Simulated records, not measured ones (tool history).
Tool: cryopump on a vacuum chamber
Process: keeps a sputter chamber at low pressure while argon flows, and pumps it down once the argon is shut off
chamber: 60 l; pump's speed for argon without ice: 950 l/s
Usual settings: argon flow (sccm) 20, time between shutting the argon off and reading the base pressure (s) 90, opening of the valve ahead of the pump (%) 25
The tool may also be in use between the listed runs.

run   hour  argon flow (sccm)  time between shutting the argon off and reading the base pressure (s)  opening of the valve ahead of the pump (%)  pressure while argon flows (Pa)  pressure after the wait (uPa)
  1      0                 20                                                                     90                                          25                           0.1425                           4.97
  2    7.1                 20                                                                     90                                          25                            0.144                           4.84
  3   16.6                 20                                                                     90                                          25                           0.1434                           4.94
  4   23.4                 28                                                                     90                                          25                           0.1992                            4.9
  5   34.3                 28                                                                     90                                          25                           0.2008                           4.93
  6   45.3                 20                                                                     90                                          25                           0.1442                           4.89
  7   55.5                 20                                                                     90                                          25                           0.1421                           4.84
  8   67.1                 20                                                                     90                                          25                           0.1425                              5
  9   78.2                 20                                                                    111                                          25                           0.1433                           4.73
 10   92.7                 20                                                                     71                                          25                           0.1421                           5.17
 11  107.7                 20                                                                     71                                          28                           0.1276                           5.41
 12  121.6                 20                                                                     71                                          28                           0.1286                           5.26
 13  128.2                 20                                                                     71                                          28                           0.1284                           5.19
 14  142.1                 11                                                                     71                                          28                           0.0698                           5.34
 15  155.8                 11                                                                     71                                          28                           0.0706                            5.4
 16  167.4                 20                                                                     90                                          26                           0.1392                            5.1
 17  180.5                 20                                                                     90                                          26                           0.1387                           5.19
 18  194.8                 17                                                                     42                                          46                           0.0672                           6.14
 19  208.9                  9                                                                     36                                          29                           0.0562                           6.56
 20  217.4                  9                                                                     36                                          29                           0.0558                           6.52
 21  227.8                 32                                                                     41                                          39                           0.1494                           6.37
 22  240.6                 32                                                                     41                                          39                           0.1501                           6.45
 23  247.6                 12                                                                     64                                          57                           0.0382                           5.54
 24  257.7                 37                                                                     37                                          48                           0.1417                           6.53
 25  271.3                  9                                                                     22                                          25                           0.0647                           8.35
 26  282.7                 14                                                                     28                                          18                           0.1396                           7.35
 27  295.6                 12                                                                     94                                          18                           0.1192                            5.2
 28  304.4                 14                                                                     24                                          58                           0.0438                           8.07
 29  319.1                 14                                                                     24                                          58                           0.0441                           8.09
 30  333.4                 35                                                                     28                                          58                           0.1115                           7.59
 31  344.7                 35                                                                     28                                          58                           0.1116                           7.56
 32  355.9                 36                                                                     90                                          26                             0.25                           5.38
 33  365.9                 16                                                                     90                                          52                           0.0566                           5.47
 34  372.6                 14                                                                     32                                          23                           0.1106                           7.09

Forecast each of these 4 alternatives for the next run:
  A   379                 22                                                                     33                                          33                                ?                              ?
  B   379                 14                                                                    198                                          23                                ?                              ?
  C   379                 20                                                                     32                                          23                                ?                              ?
  D   379                 29                                                                     61                                          49                                ?                              ?

run  pressure while argon flows (Pa)  pressure after the wait (uPa)
  A                           0.1219                           7.05
  B                           0.1099                           4.95
  C                            0.158                           7.26
  D                           0.1084                           5.78
Without the tool's hidden state the same runs would have given:
run  pressure while argon flows (Pa)  pressure after the wait (uPa)
  A                           0.1191                           2.98
  B                           0.1082                           0.79
  C                           0.1554                           3.14
  D                           0.1048                           1.72

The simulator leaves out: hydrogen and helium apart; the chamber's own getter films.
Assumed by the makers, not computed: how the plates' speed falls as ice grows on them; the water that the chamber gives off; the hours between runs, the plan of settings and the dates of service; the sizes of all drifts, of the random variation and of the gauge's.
